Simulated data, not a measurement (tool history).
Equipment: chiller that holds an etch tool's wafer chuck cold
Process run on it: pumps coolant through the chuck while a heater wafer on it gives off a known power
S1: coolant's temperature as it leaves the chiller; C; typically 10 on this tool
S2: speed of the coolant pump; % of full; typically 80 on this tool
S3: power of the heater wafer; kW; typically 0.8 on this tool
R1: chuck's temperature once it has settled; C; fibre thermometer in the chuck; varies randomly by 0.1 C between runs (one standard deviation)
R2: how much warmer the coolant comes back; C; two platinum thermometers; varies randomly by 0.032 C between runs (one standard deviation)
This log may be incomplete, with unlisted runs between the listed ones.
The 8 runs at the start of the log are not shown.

{"run": 9, "hour": 611.0, "S1": 10, "S2": 77, "S3": 0.8, "R1": 20.1, "R2": 3.6}
{"run": 10, "hour": 725.8, "S1": 10, "S2": 77, "S3": 0.8, "R1": 20.2, "R2": 3.64}
{"run": 11, "hour": 780.9, "S1": 10, "S2": 77, "S3": 0.8, "R1": 20.2, "R2": 3.59}
{"run": 12, "hour": 895.7, "S1": 10, "S2": 77, "S3": 0.8, "R1": 20, "R2": 3.63}
{"run": 13, "hour": 1012.1, "S1": 10, "S2": 77, "S3": 0.8, "R1": 19.9, "R2": 3.6}
{"run": 14, "hour": 1125.0, "S1": 10, "S2": 80, "S3": 0.8, "R1": 19.9, "R2": 3.45}
{"run": 15, "hour": 1241.3, "S1": 10, "S2": 96, "S3": 0.8, "R1": 18.4, "R2": 2.89}
{"run": 16, "hour": 1352.3, "S1": 10, "S2": 96, "S3": 0.8, "R1": 18.4, "R2": 2.89}
{"run": 17, "hour": 1417.5, "S1": 10, "S2": 76, "S3": 0.487, "R1": 16.1, "R2": 2.17}
{"run": 18, "hour": 1525.8, "S1": 10, "S2": 76, "S3": 0.487, "R1": 16.3, "R2": 2.18}
{"run": 19, "hour": 1584.3, "S1": 17, "S2": 61, "S3": 0.484, "R1": 24.3, "R2": 2.78}
{"run": 20, "hour": 1652.7, "S1": 16, "S2": 80, "S3": 0.8, "R1": 25.8, "R2": 3.52}
{"run": 21, "hour": 1720.9, "S1": 12, "S2": 68, "S3": 0.804, "R1": 23.2, "R2": 4.13}
{"hour": 1748.0, "done": "chiller's thermometer calibrated"}
{"run": 22, "hour": 1824.1, "S1": 12, "S2": 68, "S3": 0.804, "R1": 23.1, "R2": 4.12}
{"hour": 1848.4, "done": "coolant changed, channels flushed"}
{"run": 23, "hour": 1945.0, "S1": 12, "S2": 68, "S3": 0.804, "R1": 23.1, "R2": 4.14}
{"run": 24, "hour": 2034.9, "S1": 6, "S2": 68, "S3": 0.697, "R1": 15.6, "R2": 3.55}
{"run": 25, "hour": 2152.3, "S1": 6, "S2": 68, "S3": 0.697, "R1": 15.7, "R2": 3.57}
{"run": 26, "hour": 2255.8, "S1": 16, "S2": 70, "S3": 0.47, "R1": 22.5, "R2": 2.36}
{"run": 27, "hour": 2332.6, "S1": 10, "S2": 80, "S3": 0.967, "R1": 21.7, "R2": 4.18}
{"run": 28, "hour": 2448.8, "S1": 10, "S2": 98, "S3": 1.182, "R1": 22.4, "R2": 4.15}
{"run": 29, "hour": 2514.8, "S1": 10, "S2": 74, "S3": 1.182, "R1": 25.3, "R2": 5.53}
{"run": 30, "hour": 2575.1, "S1": 10, "S2": 76, "S3": 1.182, "R1": 25.1, "R2": 5.43}
{"run": 31, "hour": 2636.2, "S1": 10, "S2": 76, "S3": 1.182, "R1": 25, "R2": 5.4}
{"run": 32, "hour": 2730.1, "S1": 10, "S2": 87, "S3": 0.8, "R1": 19.2, "R2": 3.22}

What if the next run were any one of these 4? Each begins from the tool's condition after run 32:
{"run": "A", "hour": 2790.3, "S1": 10, "S2": 85, "S3": 0.727, "R1": "?", "R2": "?"}
{"run": "B", "hour": 2790.3, "S1": 10, "S2": 96, "S3": 0.8, "R1": "?", "R2": "?"}
{"run": "C", "hour": 2790.3, "S1": 0, "S2": 100, "S3": 0.959, "R1": "?", "R2": "?"}
{"run": "D", "hour": 2790.3, "S1": 16, "S2": 66, "S3": 1.039, "R1": "?", "R2": "?"}

run=A R1=18.3 R2=3.03
run=B R1=18.5 R2=2.89
run=C R1=9.8 R2=3.29
run=D R1=30.7 R2=5.52
The same runs, with their run-to-run variation unchanged, on a tool lacking any hidden condition would have given:
run=A R1=18.3 R2=3.02
run=B R1=18.4 R2=2.88
run=C R1=9.8 R2=3.28
run=D R1=30.7 R2=5.5

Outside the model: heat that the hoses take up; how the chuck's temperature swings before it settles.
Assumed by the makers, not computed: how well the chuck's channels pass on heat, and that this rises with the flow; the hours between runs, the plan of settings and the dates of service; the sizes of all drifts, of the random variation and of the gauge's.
